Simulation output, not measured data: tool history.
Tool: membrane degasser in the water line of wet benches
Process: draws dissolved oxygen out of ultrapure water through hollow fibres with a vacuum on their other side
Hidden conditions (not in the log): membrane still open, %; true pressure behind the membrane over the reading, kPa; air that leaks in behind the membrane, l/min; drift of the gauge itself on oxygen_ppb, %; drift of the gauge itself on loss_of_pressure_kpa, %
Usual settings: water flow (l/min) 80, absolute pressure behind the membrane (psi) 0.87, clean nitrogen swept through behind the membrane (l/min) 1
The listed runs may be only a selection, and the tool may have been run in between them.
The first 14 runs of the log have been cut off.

run	hour	water flow (l/min)	absolute pressure behind the membrane (psi)	clean nitrogen swept through behind the membrane (l/min)	hours since the membrane was changed	hours since the vacuum gauge was calibrated	hours since the vacuum lines were made tight	dissolved oxygen in the water behind the degasser (ppb)	pressure that the water loses in the fibres (psi)
15	1824.5	80	0.818	1	5453	710	6674	403.6	4.78
16	2029.2	80	0.818	1	5657	915	6879	406.7	4.773
17	2117.1	128	0.574	1.39	5745	1003	6967	297.4	7.688
# hour 2262.8: vacuum gauge calibrated, once more
18	2298.6	122	0.745	0.59	5926	36	7148	513.2	7.256
19	2448.1	61	0.776	1.59	6076	185	7297	167.6	3.656
20	2564.1	61	0.776	1.59	6192	301	7413	174	3.638
21	2661.1	80	0.745	1	6289	398	7510	268.3	4.824
22	2781.9	88	1.726	0.45	6409	519	7631	1681.4	5.229
23	2955.7	88	1.755	0.61	6583	693	7805	1505.4	5.284
24	3133.6	92	0.87	1	6761	871	7983	426.5	5.555
25	3244	86	1.421	0.48	6872	981	8093	1280.2	5.169
26	3405.7	86	1.421	0.48	7033	1143	8255	1290.3	5.15
# hour 3417.6: seals of the vacuum lines changed
27	3580.4	80	1.099	0.64	7206	1316	163	754	4.824
28	3738.1	113	1.255	1.37	7364	1473	321	792.6	6.763
29	3843.5	80	0.87	1.97	7469	1579	426	249.5	4.834
30	3937.6	75	1.745	2.02	7563	1673	520	640.2	4.556
31	4038.8	80	0.87	0.6	7664	1774	621	524.8	4.82
32	4178.8	101	1.932	1	7804	1914	761	1436.8	6.105

Forecast each of these 4 alternatives for the next run:
A	4309.4	123	1.626	2.98	7935	2045	892	?	?
B	4309.4	119	1.932	0.63	7935	2045	892	?	?
C	4309.4	101	0.532	1	7935	2045	892	?	?
D	4309.4	56	1.653	1.59	7935	2045	892	?	?

run	dissolved oxygen in the water behind the degasser (ppb)	pressure that the water loses in the fibres (psi)
A	711.9	7.458
B	2023.6	7.2
C	138.4	6.141
D	568.7	3.401
What these runs would have given with no unlogged condition in the tool:
run	dissolved oxygen in the water behind the degasser (ppb)	pressure that the water loses in the fibres (psi)
A	688.9	7.117
B	2000.6	6.87
C	114.7	5.86
D	562.1	3.246
